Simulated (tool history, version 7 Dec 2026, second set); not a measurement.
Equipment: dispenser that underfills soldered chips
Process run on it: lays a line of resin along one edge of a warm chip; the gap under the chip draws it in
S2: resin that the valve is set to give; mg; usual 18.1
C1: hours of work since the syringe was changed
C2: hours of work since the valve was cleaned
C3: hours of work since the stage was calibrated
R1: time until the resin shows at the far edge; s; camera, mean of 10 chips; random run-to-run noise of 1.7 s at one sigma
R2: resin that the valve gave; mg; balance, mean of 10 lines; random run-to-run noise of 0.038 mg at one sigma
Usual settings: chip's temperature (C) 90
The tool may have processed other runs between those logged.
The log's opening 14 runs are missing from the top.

run 15 hour=75.5 | chip's_temperature_(C)=92 S2=20.1 | C1=7 C2=44 C3=205 | R1=227.6 R2=19.84
run 16 hour=79.4 | chip's_temperature_(C)=92 S2=20.1 | C1=10 C2=47 C3=208 | R1=273.1 R2=19.88
-- hour=80.7 new syringe of resin
run 17 hour=84.7 | chip's_temperature_(C)=92 S2=20.1 | C1=3 C2=51 C3=212 | R1=181.4 R2=19.71
run 18 hour=91.1 | chip's_temperature_(C)=92 S2=20.1 | C1=8 C2=56 C3=218 | R1=249.5 R2=19.75
-- hour=94.2 new syringe of resin
run 19 hour=98 | chip's_temperature_(C)=92 S2=20.1 | C1=3 C2=61 C3=223 | R1=177.1 R2=19.64
run 20 hour=104.9 | chip's_temperature_(C)=86 S2=16.1 | C1=9 C2=67 C3=228 | R1=317.9 R2=15.77
-- hour=107.9 new syringe of resin
run 21 hour=111.1 | chip's_temperature_(C)=80 S2=17 | C1=3 C2=71 C3=233 | R1=278.4 R2=16.57
run 22 hour=115.1 | chip's_temperature_(C)=80 S2=17 | C1=6 C2=75 C3=236 | R1=345.4 R2=16.6
run 23 hour=118.4 | chip's_temperature_(C)=80 S2=17 | C1=8 C2=77 C3=239 | R1=405.3 R2=16.46
-- hour=121.6 new syringe of resin
run 24 hour=124.1 | chip's_temperature_(C)=104 S2=21.8 | C1=2 C2=82 C3=243 | R1=104 R2=21.19
run 25 hour=129.1 | chip's_temperature_(C)=97 S2=15.8 | C1=6 C2=86 C3=247 | R1=183.2 R2=15.3
-- hour=135.5 new syringe of resin
run 26 hour=135.5 | chip's_temperature_(C)=85 S2=21.9 | C1=0 C2=90 C3=252 | R1=187.2 R2=21.21
run 27 hour=140.6 | chip's_temperature_(C)=100 S2=20.7 | C1=4 C2=94 C3=256 | R1=139.1 R2=19.95

Run 28 comes next. What will it give?
run 28 hour=144.2 | chip's_temperature_(C)=81 S2=19.1 | C1=7 C2=97 C3=259 | R1=? R2=?

R1: 339.2 s
R2: 18.43 mg
Minus the tool's unlogged condition, the same run would have read R1 234 s, R2 19.1 mg.

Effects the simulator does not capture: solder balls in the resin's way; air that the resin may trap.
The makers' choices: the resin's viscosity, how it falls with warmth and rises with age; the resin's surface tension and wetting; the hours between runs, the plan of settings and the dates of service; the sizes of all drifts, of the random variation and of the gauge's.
